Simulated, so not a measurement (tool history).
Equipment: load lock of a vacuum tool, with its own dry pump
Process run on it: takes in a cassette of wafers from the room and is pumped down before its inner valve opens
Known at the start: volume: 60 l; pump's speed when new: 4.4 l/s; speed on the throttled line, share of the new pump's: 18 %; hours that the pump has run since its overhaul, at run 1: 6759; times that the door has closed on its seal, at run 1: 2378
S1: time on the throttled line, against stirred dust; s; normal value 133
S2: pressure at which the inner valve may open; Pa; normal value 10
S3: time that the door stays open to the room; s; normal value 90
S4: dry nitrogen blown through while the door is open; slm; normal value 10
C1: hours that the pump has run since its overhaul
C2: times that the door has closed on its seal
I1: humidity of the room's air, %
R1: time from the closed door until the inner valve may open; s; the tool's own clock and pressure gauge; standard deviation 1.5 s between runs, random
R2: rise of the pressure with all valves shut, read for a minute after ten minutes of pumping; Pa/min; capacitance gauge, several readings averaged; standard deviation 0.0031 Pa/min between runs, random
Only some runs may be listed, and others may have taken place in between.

run 1 hour=0.0 | S1=133 S2=10 S3=90 S4=10 | C1=6759 C2=2378 | I1=43.8 | R1=255.4 R2=0.069
run 2 hour=64.6 | S1=133 S2=10 S3=90 S4=10 | C1=6824 C2=2474 | I1=44.4 | R1=252.2 R2=0.068
run 3 hour=121.6 | S1=133 S2=10 S3=90 S4=7 | C1=6881 C2=2558 | I1=44.4 | R1=253.2 R2=0.073
run 4 hour=198.5 | S1=133 S2=10 S3=90 S4=7 | C1=6958 C2=2672 | I1=47.3 | R1=253.1 R2=0.077
run 5 hour=245.8 | S1=133 S2=10 S3=90 S4=7 | C1=7005 C2=2742 | I1=45.0 | R1=254.9 R2=0.069
run 6 hour=321.1 | S1=133 S2=10 S3=90 S4=12 | C1=7081 C2=2853 | I1=42.7 | R1=254.3 R2=0.062
run 7 hour=375.6 | S1=133 S2=10 S3=90 S4=26 | C1=7135 C2=2934 | I1=43.8 | R1=251.4 R2=0.053
run 8 hour=450.1 | S1=133 S2=10 S3=90 S4=10 | C1=7209 C2=3044 | I1=45.5 | R1=254.3 R2=0.070
run 9 hour=531.3 | S1=171 S2=10 S3=90 S4=10 | C1=7291 C2=3164 | I1=42.6 | R1=282.2 R2=0.068
run 10 hour=616.1 | S1=141 S2=10 S3=90 S4=10 | C1=7376 C2=3289 | I1=45.8 | R1=260.8 R2=0.075
run 11 hour=665.3 | S1=141 S2=10 S3=90 S4=10 | C1=7425 C2=3362 | I1=44.7 | R1=261.6 R2=0.071
run 12 hour=746.7 | S1=141 S2=10 S3=90 S4=10 | C1=7506 C2=3482 | I1=44.4 | R1=260.1 R2=0.074
run 13 hour=838.0 | S1=141 S2=10 S3=90 S4=10 | C1=7597 C2=3617 | I1=43.5 | R1=262.4 R2=0.070
run 14 hour=889.8 | S1=141 S2=10 S3=90 S4=10 | C1=7649 C2=3693 | I1=40.0 | R1=263.4 R2=0.065
run 15 hour=940.4 | S1=107 S2=10 S3=90 S4=28 | C1=7700 C2=3768 | I1=42.0 | R1=233.8 R2=0.050
run 16 hour=1016.8 | S1=132 S2=9 S3=27 S4=13 | C1=7776 C2=3881 | I1=46.2 | R1=257.4 R2=0.037
run 17 hour=1105.6 | S1=132 S2=9 S3=27 S4=13 | C1=7865 C2=4012 | I1=48.3 | R1=257.1 R2=0.032
run 18 hour=1196.8 | S1=133 S2=10 S3=78 S4=10 | C1=7956 C2=4147 | I1=43.9 | R1=256.4 R2=0.067

For run 19, what comes out?
run 19 hour=1249.6 | S1=88 S2=17 S3=78 S4=10 | C1=8009 C2=4225 | I1=46.1 | R1=? R2=?

Run 19 gave R1 211.4 s, R2 0.066 Pa/min.
Take away the tool's hidden state, keep the run-to-run variation as it was, and the same run would have given R1 191.2 s, R2 0.057 Pa/min.
